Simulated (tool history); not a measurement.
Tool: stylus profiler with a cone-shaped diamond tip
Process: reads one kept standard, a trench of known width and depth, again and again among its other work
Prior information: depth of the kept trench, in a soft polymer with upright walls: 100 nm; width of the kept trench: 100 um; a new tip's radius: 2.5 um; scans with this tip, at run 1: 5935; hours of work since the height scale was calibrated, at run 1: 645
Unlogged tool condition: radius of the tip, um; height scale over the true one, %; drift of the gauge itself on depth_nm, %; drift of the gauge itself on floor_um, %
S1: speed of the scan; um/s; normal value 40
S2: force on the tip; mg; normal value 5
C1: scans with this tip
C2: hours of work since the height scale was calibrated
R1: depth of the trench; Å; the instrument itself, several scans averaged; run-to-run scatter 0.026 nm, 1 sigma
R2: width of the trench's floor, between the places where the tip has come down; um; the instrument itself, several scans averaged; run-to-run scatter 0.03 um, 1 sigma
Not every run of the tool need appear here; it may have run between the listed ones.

run     day   S1     S2     C1    C2      R1     R2
  1       0   40      5   5935   645  1029.5  98.27
  2   0.821   40      5   6045   657  1029.9  98.28
  3   2.362   22      5   6251   679  1029.4  98.35
  4   3.204   17      5   6364   692    1030  98.34
  5   4.942   17      5   6596   717  1029.7  98.28
  6   5.712   17      5   6698   728  1029.6  98.32
  7   7.096   17      5   6883   748  1030.1  98.29
  8   8.596   17      5   7083   770  1030.5  98.33
  9   9.346   17      5   7184   781  1030.1  98.32
 10  10.704   17      5   7365   801  1030.1  98.24
 11  11.975   17      5   7535   819    1030  98.31
 12  13.175   12      5   7695   836  1030.2  98.27
 13  13.929   12      5   7796   847  1030.3  98.33
 14  15.108   40   2.28   7953   864    1019  98.17
 15  16.588   40   2.28   8151   886    1019   98.2
 16  18.012   40   2.28   8341   907  1019.7  98.21
 17  19.217   40   2.28   8502   924  1019.7  98.14
 18  20.517   40   2.28   8676   943  1019.3  98.16
 19    21.3   40   2.28   8780   954  1019.2  98.19
 20  22.129   12   2.28   8891   966  1019.7  98.24
 21  23.188   12   2.28   9032   982    1020  98.23
 22  24.825   11      5   9251  1006    1031   98.2
 23  26.154   11      4   9429  1025  1027.1  98.19
 24  27.346   11      4   9588  1042  1026.9  98.18
     27.525  -- height scale calibrated on a step standard
 25   28.45   12   2.42   9733    13  1021.4  98.24
 26  29.775   12   2.42   9909    33  1021.6  98.18
 27  31.204   12   2.42  10100    53  1021.6  98.18
 28  32.112   54   8.23  10222    67  1042.9  98.14
     32.388  -- height scale calibrated on a step standard, once more
 29  33.738   40  11.71  10436    20  1047.7  98.19
 30  35.125   22   7.78  10621    40  1036.9  98.18
 31  36.808   24   3.26  10846    64    1021  98.14
 32  37.562   24   3.26  10946    75  1020.9  98.12
 33   39.15   24   3.26  11159    98  1020.7  98.17
 34  40.883   24   3.26  11390   123  1021.1  98.13
 35  41.758   43   1.86  11507   136  1014.3  98.07
 36  42.929   43   1.86  11664   153  1014.5  98.11
 37  44.242   43   1.86  11839   172  1014.4  98.01
 38  45.092   43   1.86  11952   184  1014.9  97.97
 39   46.25   76   2.79  12107   201    1019  97.97
 40  47.404   40    2.1  12261   218  1015.8  97.99
 41  48.296  149   2.97  12381   231  1019.9  97.82
 42  49.008  149   2.97  12475   241  1019.5  97.75
 43  50.433   32   3.56  12666   262  1022.5  98.06
 44  52.083  112   2.31  12886   286  1017.2  97.83
 45  52.992   30   1.72  13008   299  1014.3  98.01
 46  54.212   14   11.5  13171   317    1048  98.09

Each row is a separate what-if for the run after 46, all from the same tool condition, not one after another. Results?
  A  55.812   69    4.2  13384  340   ?   ?
  B  55.812  107  10.95  13384  340   ?   ?
  C  55.812  132    9.5  13384  340   ?   ?
  D  55.812   16   2.35  13384  340   ?   ?

run      R1     R2
  A  1025.1  97.94
  B  1046.8  97.99
  C  1043.2  97.97
  D  1017.5  98.09
Take away the tool's hidden state, keep each run's random variation, and the runs would have read:
run      R1     R2
  A  1023.8  98.43
  B  1045.4  98.47
  C  1041.9  98.46
  D  1016.2  98.57

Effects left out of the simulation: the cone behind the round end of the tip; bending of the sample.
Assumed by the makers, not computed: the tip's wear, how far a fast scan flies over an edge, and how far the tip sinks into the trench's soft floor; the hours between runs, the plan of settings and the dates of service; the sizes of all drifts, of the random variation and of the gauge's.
